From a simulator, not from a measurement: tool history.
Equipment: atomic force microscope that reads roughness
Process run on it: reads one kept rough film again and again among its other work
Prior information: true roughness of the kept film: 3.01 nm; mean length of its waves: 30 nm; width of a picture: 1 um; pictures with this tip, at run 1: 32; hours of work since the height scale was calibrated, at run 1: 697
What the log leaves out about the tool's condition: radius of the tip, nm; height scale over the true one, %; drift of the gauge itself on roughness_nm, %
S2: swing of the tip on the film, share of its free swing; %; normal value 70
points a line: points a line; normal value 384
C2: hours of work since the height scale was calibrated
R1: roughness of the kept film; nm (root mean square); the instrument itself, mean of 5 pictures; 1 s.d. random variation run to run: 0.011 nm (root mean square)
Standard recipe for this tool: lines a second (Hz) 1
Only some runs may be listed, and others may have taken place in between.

Run 1, hour 0: usual settings; pictures with this tip 32; C2 697. Result: R1 2.676 nm (root mean square).
Run 2, hour 55.7: usual settings; pictures with this tip 119; C2 740. Result: R1 2.692 nm (root mean square).
At hour 85.2: new tip fitted.
Run 3, hour 119: usual settings; pictures with this tip 53; C2 789. Result: R1 2.666 nm (root mean square).
Run 4, hour 156.7: usual settings; pictures with this tip 113; C2 819. Result: R1 2.674 nm (root mean square).
At hour 190.8: new tip fitted.
Run 5, hour 191.7: usual settings; pictures with this tip 1; C2 846. Result: R1 2.688 nm (root mean square).
Run 6, hour 232.2: usual settings; pictures with this tip 65; C2 877. Result: R1 2.662 nm (root mean square).
Run 7, hour 272.4: usual settings but lines a second (Hz) 2.91, S2 72 %, points a line 469; pictures with this tip 128; C2 909. Result: R1 2.555 nm (root mean square).
At hour 294.6: new tip fitted.
Run 8, hour 321.6: usual settings but lines a second (Hz) 0.56, S2 72 %, points a line 415; pictures with this tip 43; C2 947. Result: R1 2.713 nm (root mean square).
Run 9, hour 370: usual settings but lines a second (Hz) 0.56, S2 79 %, points a line 766; pictures with this tip 119; C2 985. Result: R1 2.728 nm (root mean square).
At hour 399.8: new tip fitted.
Run 10, hour 424.4: usual settings but lines a second (Hz) 0.56, S2 79 %, points a line 305; pictures with this tip 39; C2 1027. Result: R1 2.661 nm (root mean square).
Run 11, hour 472.9: usual settings but lines a second (Hz) 0.63, S2 79 %, points a line 305; pictures with this tip 115; C2 1065. Result: R1 2.664 nm (root mean square).

How the hidden state differs across the entries between the runs, from the last listed run before each to the first after it:
Between runs 2 and 3: new tip fitted (hour 85.2)
  radius of the tip, nm: 7.3 -> 7.1
Between runs 4 and 5: new tip fitted (hour 190.8)
  radius of the tip, nm: 7.3 -> 7
Between runs 7 and 8: new tip fitted (hour 294.6)
  radius of the tip, nm: 7.3 -> 7.1
Between runs 9 and 10: new tip fitted (hour 399.8)
  radius of the tip, nm: 7.3 -> 7.1

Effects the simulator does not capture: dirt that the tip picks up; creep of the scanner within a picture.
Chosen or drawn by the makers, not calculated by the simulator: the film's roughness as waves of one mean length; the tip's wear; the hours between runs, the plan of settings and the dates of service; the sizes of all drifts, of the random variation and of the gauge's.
